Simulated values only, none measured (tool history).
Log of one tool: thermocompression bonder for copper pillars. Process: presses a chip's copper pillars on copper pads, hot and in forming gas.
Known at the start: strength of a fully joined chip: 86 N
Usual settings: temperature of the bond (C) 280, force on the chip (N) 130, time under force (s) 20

run,hour,temperature of the bond (C),force on the chip (N),time under force (s),force that shears a chip off (N)
1,0,280,130,20,46.6
2,15,280,130,20,46.6
3,30.4,280,130,20,46.3
4,55.6,280,130,20,46.3
5,79.3,280,190,20,62.5
6,102.9,280,190,20,62.4
# hour 106.4: forming gas filter changed
# hour 111.4: force cell calibrated
7,133.3,280,130,10,41.4
8,158.6,280,130,10,41
9,179.6,280,130,10,40.9
10,209.6,280,93,20,36.9
11,239.2,280,153,20,58.9
12,267.6,309,88,15,46.6
13,297.8,309,88,15,46.7
14,325,309,88,22,52.6
15,338.8,309,88,22,52
16,362.6,280,130,20,50.7
17,384.7,280,130,20,50.6
18,405,262,139,33,50.4
19,425.7,262,139,33,49.6
20,450.9,250,172,35,52.1
21,470,250,172,35,52.1
22,493.9,280,130,13,43.9

Forecast each of these 3 alternatives for the next run:
A,510,280,155,35,?
B,510,282,174,13,?
C,510,297,130,15,?

run,force that shears a chip off (N)
A,65.4
B,58
C,56
Without the tool's hidden state the same runs would have given:
run,force that shears a chip off (N)
A,67.5
B,60.1
C,58.1
